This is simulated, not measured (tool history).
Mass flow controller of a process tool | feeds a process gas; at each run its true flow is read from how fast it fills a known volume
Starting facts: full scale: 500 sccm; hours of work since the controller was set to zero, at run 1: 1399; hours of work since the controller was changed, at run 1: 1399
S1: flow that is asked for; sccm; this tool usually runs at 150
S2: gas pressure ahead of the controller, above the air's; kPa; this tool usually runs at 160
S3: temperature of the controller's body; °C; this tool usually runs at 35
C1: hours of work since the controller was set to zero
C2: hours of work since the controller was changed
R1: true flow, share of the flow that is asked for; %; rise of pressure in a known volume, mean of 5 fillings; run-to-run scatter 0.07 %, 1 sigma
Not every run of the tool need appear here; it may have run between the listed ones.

run 1 hour=0.0 | S1=150 S2=160 S3=35 | C1=1399 C2=1399 | R1=98.42
run 2 hour=158.7 | S1=150 S2=187 S3=35 | C1=1456 C2=1456 | R1=98.56
run 3 hour=287.7 | S1=150 S2=187 S3=35 | C1=1502 C2=1502 | R1=98.62
run 4 hour=380.2 | S1=150 S2=187 S3=35 | C1=1535 C2=1535 | R1=98.62
run 5 hour=486.0 | S1=150 S2=187 S3=35 | C1=1572 C2=1572 | R1=98.58
run 6 hour=637.8 | S1=133 S2=160 S3=35 | C1=1627 C2=1627 | R1=98.16
run 7 hour=727.6 | S1=133 S2=160 S3=35 | C1=1659 C2=1659 | R1=98.35
run 8 hour=873.5 | S1=133 S2=160 S3=35 | C1=1710 C2=1710 | R1=98.18
run 9 hour=968.0 | S1=133 S2=160 S3=29 | C1=1744 C2=1744 | R1=97.68
run 10 hour=1080.4 | S1=133 S2=160 S3=29 | C1=1784 C2=1784 | R1=97.71
run 11 hour=1170.5 | S1=133 S2=160 S3=29 | C1=1816 C2=1816 | R1=97.70
run 12 hour=1317.1 | S1=133 S2=160 S3=29 | C1=1868 C2=1868 | R1=97.62
run 13 hour=1454.0 | S1=150 S2=160 S3=35 | C1=1917 C2=1917 | R1=98.39
run 14 hour=1578.5 | S1=150 S2=160 S3=35 | C1=1961 C2=1961 | R1=98.47
run 15 hour=1727.4 | S1=56 S2=160 S3=35 | C1=2014 C2=2014 | R1=95.39
run 16 hour=1831.5 | S1=56 S2=160 S3=22 | C1=2051 C2=2051 | R1=94.03
run 17 hour=1940.2 | S1=56 S2=160 S3=22 | C1=2090 C2=2090 | R1=93.91
run 18 hour=2004.8 | S1=56 S2=160 S3=22 | C1=2113 C2=2113 | R1=93.97
run 19 hour=2163.6 | S1=150 S2=160 S3=35 | C1=2170 C2=2170 | R1=98.54
run 20 hour=2272.1 | S1=150 S2=250 S3=35 | C1=2208 C2=2208 | R1=98.73
run 21 hour=2428.1 | S1=150 S2=250 S3=35 | C1=2264 C2=2264 | R1=98.68
run 22 hour=2536.2 | S1=150 S2=250 S3=35 | C1=2302 C2=2302 | R1=98.74
run 23 hour=2606.6 | S1=150 S2=250 S3=35 | C1=2327 C2=2327 | R1=98.61
run 24 hour=2703.6 | S1=150 S2=250 S3=35 | C1=2362 C2=2362 | R1=98.66
run 25 hour=2829.8 | S1=150 S2=250 S3=35 | C1=2407 C2=2407 | R1=98.63
run 26 hour=2976.7 | S1=402 S2=250 S3=35 | C1=2459 C2=2459 | R1=101.18
run 27 hour=3041.2 | S1=402 S2=250 S3=35 | C1=2482 C2=2482 | R1=101.23
run 28 hour=3109.3 | S1=82 S2=250 S3=35 | C1=2506 C2=2506 | R1=96.63
run 29 hour=3225.5 | S1=150 S2=160 S3=39 | C1=2548 C2=2548 | R1=98.63
run 30 hour=3369.8 | S1=230 S2=247 S3=35 | C1=2599 C2=2599 | R1=99.83
run 31 hour=3450.2 | S1=197 S2=160 S3=35 | C1=2628 C2=2628 | R1=99.10
run 32 hour=3580.4 | S1=150 S2=160 S3=22 | C1=2674 C2=2674 | R1=96.97
run 33 hour=3673.2 | S1=55 S2=141 S3=31 | C1=2707 C2=2707 | R1=93.64
run 34 hour=3783.5 | S1=55 S2=141 S3=31 | C1=2746 C2=2746 | R1=93.74
run 35 hour=3941.2 | S1=55 S2=141 S3=31 | C1=2802 C2=2802 | R1=93.70
run 36 hour=4100.8 | S1=289 S2=242 S3=23 | C1=2859 C2=2859 | R1=99.20
run 37 hour=4227.6 | S1=289 S2=242 S3=23 | C1=2904 C2=2904 | R1=99.11
run 38 hour=4388.2 | S1=248 S2=248 S3=25 | C1=2962 C2=2962 | R1=98.93
run 39 hour=4531.5 | S1=179 S2=247 S3=32 | C1=3013 C2=3013 | R1=98.58
run 40 hour=4644.8 | S1=179 S2=179 S3=24 | C1=3053 C2=3053 | R1=97.75
run 41 hour=4778.3 | S1=179 S2=207 S3=34 | C1=3100 C2=3100 | R1=98.84
run 42 hour=4876.4 | S1=179 S2=207 S3=34 | C1=3135 C2=3135 | R1=98.76
run 43 hour=5032.9 | S1=89 S2=160 S3=35 | C1=3191 C2=3191 | R1=96.29
run 44 hour=5178.4 | S1=399 S2=170 S3=35 | C1=3243 C2=3243 | R1=101.13
run 45 hour=5257.7 | S1=399 S2=170 S3=35 | C1=3271 C2=3271 | R1=101.01
run 46 hour=5395.9 | S1=111 S2=182 S3=35 | C1=3320 C2=3320 | R1=97.20
run 47 hour=5531.4 | S1=124 S2=204 S3=24 | C1=3368 C2=3368 | R1=96.54
run 48 hour=5629.6 | S1=58 S2=170 S3=22 | C1=3403 C2=3403 | R1=92.40

What if the next run were any one of these 4? Each begins from the tool's condition after run 48:
run A hour=5697.9 | S1=166 S2=207 S3=33 | C1=3428 C2=3428 | R1=?
run B hour=5697.9 | S1=426 S2=170 S3=24 | C1=3428 C2=3428 | R1=?
run C hour=5697.9 | S1=231 S2=150 S3=35 | C1=3428 C2=3428 | R1=?
run D hour=5697.9 | S1=315 S2=170 S3=22 | C1=3428 C2=3428 | R1=?

run=A R1=98.56
run=B R1=100.36
run=C R1=99.63
run=D R1=99.21
With no hidden state in the tool, these same runs would have given:
run=A R1=99.10
run=B R1=99.48
run=C R1=99.51
run=D R1=98.65
